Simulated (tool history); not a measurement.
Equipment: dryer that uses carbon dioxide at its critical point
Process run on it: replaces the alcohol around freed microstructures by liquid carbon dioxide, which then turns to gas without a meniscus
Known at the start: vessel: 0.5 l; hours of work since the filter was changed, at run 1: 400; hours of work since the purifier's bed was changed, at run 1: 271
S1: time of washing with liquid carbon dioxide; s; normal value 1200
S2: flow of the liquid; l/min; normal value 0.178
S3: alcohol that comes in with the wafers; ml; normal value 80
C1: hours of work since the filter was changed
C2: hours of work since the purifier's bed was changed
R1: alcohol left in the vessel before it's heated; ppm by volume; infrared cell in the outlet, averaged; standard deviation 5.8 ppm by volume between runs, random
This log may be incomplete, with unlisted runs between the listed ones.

run	hour	S1	S2	S3	C1	C2	R1
1	0.0	1200	0.178	80	400	271	430
2	9.2	1200	0.178	80	404	275	443
3	26.3	1200	0.178	80	410	281	439
4	45.9	1200	0.178	80	417	288	450
5	57.8	1200	0.178	80	422	293	442
6	74.5	1200	0.178	80	428	299	454
# hour 81.2: inlet filter changed
7	90.4	1200	0.178	80	3	304	274
8	99.1	1200	0.178	80	7	308	283
9	111.5	1200	0.178	80	11	312	285
10	127.7	1200	0.160	80	17	318	519
11	138.9	1200	0.165	80	21	322	439
12	153.8	1200	0.165	80	27	328	438
13	172.4	1200	0.165	26	34	335	195

Estimate the outcome of run 14 from the log above:
14	181.9	1140	0.178	80	37	338	?

{"run 14": {"R1": 386}}
The same run, on a tool lacking any hidden state, would have yielded R1 284 ppm by volume.

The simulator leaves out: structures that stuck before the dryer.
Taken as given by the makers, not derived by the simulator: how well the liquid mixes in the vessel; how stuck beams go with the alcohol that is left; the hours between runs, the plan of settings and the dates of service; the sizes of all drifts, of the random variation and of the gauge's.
